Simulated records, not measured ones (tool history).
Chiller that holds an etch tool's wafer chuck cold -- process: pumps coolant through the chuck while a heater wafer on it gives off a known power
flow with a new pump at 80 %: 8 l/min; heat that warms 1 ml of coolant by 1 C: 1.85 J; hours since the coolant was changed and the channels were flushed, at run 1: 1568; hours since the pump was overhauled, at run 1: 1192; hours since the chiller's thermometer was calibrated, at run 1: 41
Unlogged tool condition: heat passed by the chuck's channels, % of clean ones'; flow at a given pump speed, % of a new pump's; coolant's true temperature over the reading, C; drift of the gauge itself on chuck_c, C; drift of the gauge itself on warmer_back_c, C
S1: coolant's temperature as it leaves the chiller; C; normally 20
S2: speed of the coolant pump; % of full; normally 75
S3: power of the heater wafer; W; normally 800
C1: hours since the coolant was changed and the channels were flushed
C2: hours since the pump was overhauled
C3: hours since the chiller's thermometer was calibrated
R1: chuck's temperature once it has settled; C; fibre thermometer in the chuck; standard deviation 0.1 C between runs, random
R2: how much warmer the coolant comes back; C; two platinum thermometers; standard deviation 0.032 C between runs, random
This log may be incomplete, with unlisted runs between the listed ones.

run,hour,S1,S2,S3,C1,C2,C3,R1,R2
1,0,20,75,800,1568,1192,41,28.1,3.51
2,54.3,20,75,800,1622,1246,95,28.2,3.56
3,107.6,20,75,800,1676,1299,148,28.2,3.56
4,157.7,20,75,800,1726,1349,199,28.2,3.6
5,204.5,20,75,800,1772,1396,245,28.4,3.56
6,231.1,20,75,800,1799,1423,272,28.3,3.54
7,257.3,20,75,800,1825,1449,298,28.4,3.56
8,285.7,20,75,754,1854,1477,327,27.9,3.37
9,332.6,20,75,759,1901,1524,373,27.9,3.39
10,370.1,20,75,759,1938,1562,411,27.9,3.44
11,403.6,27,75,759,1972,1595,444,34.9,3.4
12,427.1,13,75,800,1995,1619,468,21.1,3.63
13,452.7,13,75,800,2021,1644,494,21.3,3.53
14,489.5,13,75,800,2057,1681,530,21.2,3.55
15,511.3,13,75,800,2079,1703,552,21.2,3.58
16,551.9,11,75,800,2120,1744,593,19,3.56
17,594.5,11,75,800,2162,1786,635,19.3,3.58
18,628.8,20,98,492,2197,1820,670,23.9,1.65
# hour 632.7: chiller's thermometer calibrated
19,669.9,11,75,800,2237,1861,37,19.4,3.57
20,694.3,20,82,479,2261,1885,62,24.5,1.93
# hour 718.8: chiller's thermometer calibrated, once more
21,744.5,25,98,472,2310,1934,26,29,1.55
22,772.2,11,93,1083,2338,1962,53,20.7,3.87
23,812.1,15,76,980,2378,2002,93,25.5,4.33
24,843.9,15,76,980,2410,2034,125,25.6,4.34
25,881.1,15,85,1149,2447,2071,162,26.1,4.54
26,929.3,21,66,800,2495,2119,211,30.6,4.14
27,955.8,13,93,800,2522,2146,237,20.1,2.91
28,1007.9,15,65,457,2574,2198,289,20.6,2.39
29,1042.2,28,63,876,2608,2232,323,39.2,4.83
30,1085.4,20,75,800,2651,2275,367,28.8,3.66
31,1136.7,13,91,868,2703,2326,418,20.9,3.22
32,1169.4,24,77,1022,2735,2359,451,34.9,4.48
33,1222.9,20,75,795,2789,2413,504,28.6,3.63

How would selected steps in R1 from run to run divide? Give the signed amount a tool lacking its hidden state would still show from settings, what came in and random variation, and the signed amount left for the hidden state, including any gauge scatter that is not in both of the compared results.
Run 11 -> 12: S1 27 -> 13, S3 759 -> 800. R1 -13.8 C: hidden state +0, all else -13.8.
Run 17 -> 18: S1 11 -> 20, S2 75 -> 98, S3 800 -> 492. R1 +4.6 C: hidden state -0.3, all else +4.9.
Run 21 -> 22: S1 25 -> 11, S2 98 -> 93, S3 472 -> 1083. R1 -8.3 C: hidden state +0.4, all else -8.7.
Run 28 -> 29: S1 15 -> 28, S2 65 -> 63, S3 457 -> 876. R1 +18.6 C: hidden state +0.5, all else +18.1.
Run 31 -> 32: S1 13 -> 24, S2 91 -> 77, S3 868 -> 1022. R1 +14 C: hidden state +0.3, all else +13.7.
